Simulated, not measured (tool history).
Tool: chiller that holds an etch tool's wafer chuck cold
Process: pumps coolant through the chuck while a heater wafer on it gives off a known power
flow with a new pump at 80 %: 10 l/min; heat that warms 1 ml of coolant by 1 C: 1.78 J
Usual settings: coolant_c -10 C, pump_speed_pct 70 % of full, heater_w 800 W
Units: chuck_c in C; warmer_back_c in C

| run | hour | coolant_c | pump_speed_pct | heater_w | chuck_c | warmer_back_c |
|---|---|---|---|---|---|---|
| 1 | 0 | -10 | 70 | 800 | 0.2 | 3.06 |
| 2 | 27 | -10 | 70 | 800 | 0 | 3.06 |
| 3 | 45.5 | -10 | 70 | 800 | 0 | 3.12 |
| 4 | 73.9 | -10 | 70 | 800 | 0.1 | 3.08 |
| 5 | 115 | -10 | 73 | 800 | -0.1 | 2.97 |
| 6 | 149.6 | -10 | 73 | 800 | -0.2 | 2.87 |
| 7 | 186.8 | -10 | 73 | 800 | -0.4 | 2.91 |
| 8 | 218.1 | -10 | 65 | 800 | 0.4 | 3.27 |
| 9 | 259.4 | -10 | 65 | 800 | 0.6 | 3.23 |
| 10 | 295.7 | -10 | 70 | 800 | 0 | 3.01 |
| 11 | 318.5 | -1 | 70 | 800 | 9.1 | 3.02 |
| 12 | 339 | -10 | 76 | 800 | -0.3 | 2.8 |
| 13 | 370.1 | -10 | 76 | 800 | -0.4 | 2.78 |
| 14 | 402.6 | -10 | 87 | 800 | -1.1 | 2.37 |
| 15 | 424.9 | -10 | 87 | 800 | -1.1 | 2.3 |
| 16 | 462.1 | -10 | 87 | 800 | -1.3 | 2.36 |
| 17 | 500.1 | -10 | 66 | 800 | 0.3 | 3.17 |
| 18 | 540.2 | -7 | 66 | 800 | 3.6 | 3.1 |
| 19 | 566.6 | -6 | 87 | 1025 | 5.5 | 3.05 |
| 20 | 606 | -6 | 87 | 1025 | 5.3 | 2.95 |
| 21 | 640.5 | -6 | 87 | 1025 | 5.3 | 2.99 |
| 22 | 679.3 | -6 | 87 | 1025 | 5.4 | 2.99 |
| 23 | 716.8 | -4 | 96 | 592 | 2.1 | 1.46 |
| 24 | 759.2 | -2 | 71 | 908 | 9.1 | 3.21 |
| 25 | 778.7 | -2 | 71 | 908 | 9.5 | 3.24 |
| 26 | 810.6 | -10 | 70 | 525 | -3.2 | 1.75 |
| 27 | 849.2 | -11 | 62 | 800 | -0.2 | 3.29 |
| 28 | 875.6 | -11 | 62 | 800 | -0.2 | 3.2 |
| 29 | 917.3 | -12 | 98 | 800 | -3.8 | 1.85 |
| 30 | 946.8 | -12 | 98 | 800 | -3.8 | 1.89 |
| 31 | 968.2 | -6 | 74 | 490 | -0.1 | 1.47 |
| 32 | 987.5 | -6 | 74 | 490 | 0 | 1.5 |
| 33 | 1013.1 | -5 | 85 | 409 | -0.3 | 1 |

The same runs without the tool's hidden state, with the same run-to-run variation:
The hidden state here: heat passed by the chuck's channels, % of clean ones'; flow at a given pump speed, % of a new pump's; coolant's true temperature over the reading, C; drift of the gauge itself on chuck_c, C; drift of the gauge itself on warmer_back_c, C.
| run | warmer_back_c |
|---|---|
| 1 | 3.06 |
| 2 | 3.07 |
| 3 | 3.13 |
| 4 | 3.1 |
| 5 | 3 |
| 6 | 2.91 |
| 7 | 2.96 |
| 8 | 3.34 |
| 9 | 3.3 |
| 10 | 3.09 |
| 11 | 3.11 |
| 12 | 2.9 |
| 13 | 2.89 |
| 14 | 2.49 |
| 15 | 2.43 |
| 16 | 2.49 |
| 17 | 3.31 |
| 18 | 3.26 |
| 19 | 3.21 |
| 20 | 3.13 |
| 21 | 3.18 |
| 22 | 3.19 |
| 23 | 1.68 |
| 24 | 3.44 |
| 25 | 3.47 |
| 26 | 1.99 |
| 27 | 3.55 |
| 28 | 3.46 |
| 29 | 2.12 |
| 30 | 2.17 |
| 31 | 1.76 |
| 32 | 1.79 |
| 33 | 1.3 |
chuck_c: within 0.1 C of the measured result in every run.

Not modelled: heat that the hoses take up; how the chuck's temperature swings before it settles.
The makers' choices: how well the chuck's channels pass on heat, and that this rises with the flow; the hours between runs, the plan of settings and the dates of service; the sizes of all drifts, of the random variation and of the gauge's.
